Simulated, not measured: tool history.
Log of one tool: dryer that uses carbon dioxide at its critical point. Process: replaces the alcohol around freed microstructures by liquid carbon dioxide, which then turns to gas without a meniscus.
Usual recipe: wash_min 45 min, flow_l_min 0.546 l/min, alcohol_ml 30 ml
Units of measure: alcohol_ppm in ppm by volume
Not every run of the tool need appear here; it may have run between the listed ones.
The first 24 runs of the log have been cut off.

run   hour  wash_min  flow_l_min  alcohol_ml  hours of work since the filter was changed  hours of work since the purifier's bed was changed  alcohol_ppm
 25  304.6        45       0.410          84                                         247                                                 200          799
 26  314.5        45       0.410          84                                         253                                                 206          807
 27  323.9        31       0.884          38                                         258                                                 212          111
 28  337.1        31       0.884          38                                         266                                                 220          110
 29  351.8        31       0.884          38                                         275                                                 229          123
 30  365.6        35       0.460          30                                         283                                                 237          463
 31  380.0        59       0.546          42                                         292                                                 245           65
 32  393.9        49       0.546          43                                         300                                                 254          130
 33  407.7        67       0.459         115                                         308                                                 262          159
 34  417.4        67       0.458          62                                         314                                                 268          113
 35  426.1        67       0.458          62                                         319                                                 273          103
 36  435.4        67       0.458          62                                         325                                                 278          107
 37  447.6        45       0.458          41                                         332                                                 286          318
 38  456.0        29       0.458         114                                         337                                                 291         2948
 39  470.6        56       0.586         114                                         346                                                 299          134
 40  480.6        56       0.586         114                                         352                                                 305          147
 41  498.1        31       0.635          22                                         362                                                 316          228
 42  513.9        45       0.609          30                                         371                                                 325          107
 43  529.5        45       0.609          30                                         381                                                 335          119
 44  537.3        28       0.610          92                                         385                                                 339         1316
 45  547.4        28       0.546          30                                         391                                                 345          610
 46  565.4        57       0.746          83                                         402                                                 356           49
 47  573.8        64       0.845          83                                         407                                                 361           41

Consider 3 possible next runs. They are alternatives, not a sequence: every one starts from the tool as it was left by run 47. What does each give?
  A  587.0        39       0.394          28                                         415                                                 369            ?
  B  587.0        64       0.845          74                                         415                                                 369            ?
  C  587.0        43       0.886          26                                         415                                                 369            ?

run  alcohol_ppm
  A          570
  B           39
  C           51
What these runs would have given with no unlogged condition in the tool:
run  alcohol_ppm
  A          362
  B            1
  C            7
